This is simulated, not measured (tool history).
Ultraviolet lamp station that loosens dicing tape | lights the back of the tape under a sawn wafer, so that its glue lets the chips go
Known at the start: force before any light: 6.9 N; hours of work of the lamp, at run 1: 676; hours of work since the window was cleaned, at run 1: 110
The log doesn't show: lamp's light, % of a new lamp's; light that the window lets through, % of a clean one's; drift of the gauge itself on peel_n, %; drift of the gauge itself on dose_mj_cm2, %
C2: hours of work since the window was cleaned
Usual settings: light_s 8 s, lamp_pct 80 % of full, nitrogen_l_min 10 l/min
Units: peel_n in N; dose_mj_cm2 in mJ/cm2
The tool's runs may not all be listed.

Run 1, hour 0.0: usual settings; hours of work of the lamp 676; C2 110. Result: peel_n 1.021 N, dose_mj_cm2 172 mJ/cm2.
Run 2, hour 44.9: usual settings; hours of work of the lamp 694; C2 129. Result: peel_n 1.015 N, dose_mj_cm2 172 mJ/cm2.
Run 3, hour 65.9: usual settings; hours of work of the lamp 703; C2 137. Result: peel_n 1.071 N, dose_mj_cm2 170 mJ/cm2.
Run 4, hour 85.5: usual settings; hours of work of the lamp 711; C2 145. Result: peel_n 1.064 N, dose_mj_cm2 168 mJ/cm2.
Run 5, hour 120.0: usual settings; hours of work of the lamp 725; C2 160. Result: peel_n 1.029 N, dose_mj_cm2 173 mJ/cm2.
Run 6, hour 145.1: usual settings; hours of work of the lamp 736; C2 170. Result: peel_n 1.102 N, dose_mj_cm2 166 mJ/cm2.
Run 7, hour 170.2: usual settings; hours of work of the lamp 746; C2 181. Result: peel_n 1.088 N, dose_mj_cm2 166 mJ/cm2.
Run 8, hour 202.9: usual settings; hours of work of the lamp 760; C2 194. Result: peel_n 1.121 N, dose_mj_cm2 164 mJ/cm2.
Run 9, hour 237.1: usual settings; hours of work of the lamp 774; C2 209. Result: peel_n 1.125 N, dose_mj_cm2 164 mJ/cm2.
Run 10, hour 275.0: usual settings but lamp_pct 81 % of full; hours of work of the lamp 790; C2 224. Result: peel_n 1.156 N, dose_mj_cm2 161 mJ/cm2.
Run 11, hour 306.5: usual settings but lamp_pct 68 % of full; hours of work of the lamp 803; C2 237. Result: peel_n 1.539 N, dose_mj_cm2 136 mJ/cm2.
Run 12, hour 351.2: usual settings but light_s 7 s, lamp_pct 60 % of full, nitrogen_l_min 19 l/min; hours of work of the lamp 822; C2 256. Result: peel_n 1.607 N, dose_mj_cm2 99 mJ/cm2.
Run 13, hour 391.0: usual settings but light_s 5 s, lamp_pct 88 % of full, nitrogen_l_min 9 l/min; hours of work of the lamp 838; C2 273. Result: peel_n 2.122 N, dose_mj_cm2 107 mJ/cm2.
Run 14, hour 425.0: usual settings but light_s 14 s, lamp_pct 85 % of full; hours of work of the lamp 853; C2 287. Result: peel_n 0.362 N, dose_mj_cm2 282 mJ/cm2.
At hour 440.6: lamp changed.
Run 15, hour 449.1: usual settings but light_s 7 s; hours of work of the lamp 4; C2 296. Result: peel_n 0.780 N, dose_mj_cm2 201 mJ/cm2.
Run 16, hour 470.7: usual settings but nitrogen_l_min 6 l/min; hours of work of the lamp 13; C2 305. Result: peel_n 0.935 N, dose_mj_cm2 228 mJ/cm2.
Run 17, hour 501.6: usual settings but nitrogen_l_min 6 l/min; hours of work of the lamp 25; C2 318. Result: peel_n 0.925 N, dose_mj_cm2 224 mJ/cm2.
Run 18, hour 526.3: usual settings but lamp_pct 71 % of full, nitrogen_l_min 4 l/min; hours of work of the lamp 36; C2 329. Result: peel_n 1.525 N, dose_mj_cm2 196 mJ/cm2.
Run 19, hour 547.5: usual settings but lamp_pct 71 % of full, nitrogen_l_min 4 l/min; hours of work of the lamp 45; C2 337. Result: peel_n 1.497 N, dose_mj_cm2 196 mJ/cm2.
Run 20, hour 586.9: usual settings but lamp_pct 71 % of full, nitrogen_l_min 4 l/min; hours of work of the lamp 61; C2 354. Result: peel_n 1.525 N, dose_mj_cm2 199 mJ/cm2.
Run 21, hour 611.0: usual settings but lamp_pct 71 % of full, nitrogen_l_min 4 l/min; hours of work of the lamp 71; C2 364. Result: peel_n 1.560 N, dose_mj_cm2 197 mJ/cm2.

3 ways to go on from here, each from the tool as it stands after run 21. What would each give?
Run A, hour 630.1: usual settings but light_s 6 s, nitrogen_l_min 12 l/min; hours of work of the lamp 79; C2 372. Result: peel_n ?, dose_mj_cm2 ?.
Run B, hour 630.1: usual settings but light_s 5 s, lamp_pct 61 % of full, nitrogen_l_min 16 l/min; hours of work of the lamp 79; C2 372. Result: peel_n ?, dose_mj_cm2 ?.
Run C, hour 630.1: usual settings but lamp_pct 62 % of full; hours of work of the lamp 79; C2 372. Result: peel_n ?, dose_mj_cm2 ?.

run  peel_n  dose_mj_cm2
  A   1.014          163
  B   1.701          102
  C   1.029          168
Without the tool's hidden state the same runs would have given:
run  peel_n  dose_mj_cm2
  A   0.843          181
  B   1.477          113
  C   0.857          186
